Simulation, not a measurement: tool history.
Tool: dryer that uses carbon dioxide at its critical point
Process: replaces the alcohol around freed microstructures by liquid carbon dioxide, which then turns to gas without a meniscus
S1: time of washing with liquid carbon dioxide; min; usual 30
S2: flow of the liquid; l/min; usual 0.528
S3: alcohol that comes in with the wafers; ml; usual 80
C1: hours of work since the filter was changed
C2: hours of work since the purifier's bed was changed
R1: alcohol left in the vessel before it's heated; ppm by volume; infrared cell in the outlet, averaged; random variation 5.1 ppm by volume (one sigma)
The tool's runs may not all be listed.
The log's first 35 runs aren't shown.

At day 28.479: inlet filter changed.
Run 36, day 29.012: usual settings but S1 36 min, S2 0.555 l/min; C1 6; C2 361. Result: R1 64 ppm by volume.
Run 37, day 30.208: usual settings but S1 36 min, S2 0.755 l/min, S3 98 ml; C1 18; C2 374. Result: R1 47 ppm by volume.
Run 38, day 31.067: usual settings but S2 0.396 l/min, S3 28 ml; C1 27; C2 383. Result: R1 155 ppm by volume.
Run 39, day 31.762: usual settings but S2 0.396 l/min, S3 28 ml; C1 35; C2 390. Result: R1 161 ppm by volume.
Run 40, day 32.758: usual settings but S1 44 min, S2 0.393 l/min, S3 28 ml; C1 45; C2 401. Result: R1 81 ppm by volume.
Run 41, day 33.500: usual settings but S2 0.398 l/min, S3 96 ml; C1 53; C2 409. Result: R1 434 ppm by volume.
Run 42, day 34.133: usual settings but S1 33 min, S2 0.352 l/min; C1 60; C2 415. Result: R1 465 ppm by volume.
Run 43, day 34.942: usual settings but S1 33 min, S2 0.352 l/min; C1 68; C2 424. Result: R1 455 ppm by volume.
Run 44, day 35.629: usual settings but S1 19 min, S2 0.895 l/min, S3 111 ml; C1 76; C2 431. Result: R1 110 ppm by volume.
Run 45, day 36.421: usual settings but S1 19 min, S2 0.895 l/min, S3 111 ml; C1 84; C2 440. Result: R1 110 ppm by volume.
Run 46, day 37.221: usual settings but S1 23 min, S2 0.867 l/min, S3 111 ml; C1 93; C2 448. Result: R1 83 ppm by volume.

Forecast each of these 4 alternatives for the next run:
Run A, day 38.267: usual settings but S2 0.689 l/min, S3 78 ml; C1 104; C2 459. Result: R1 ?.
Run B, day 38.267: usual settings but S1 21 min, S2 0.318 l/min; C1 104; C2 459. Result: R1 ?.
Run C, day 38.267: usual settings but S2 0.601 l/min, S3 91 ml; C1 104; C2 459. Result: R1 ?.
Run D, day 38.267: usual settings but S1 34 min, S2 0.767 l/min, S3 78 ml; C1 104; C2 459. Result: R1 ?.

run    R1
  A    71
  B  3313
  C    90
  D    69
Without the tool's hidden state the same runs would have given:
run    R1
  A     6
  B  2585
  C    14
  D     7
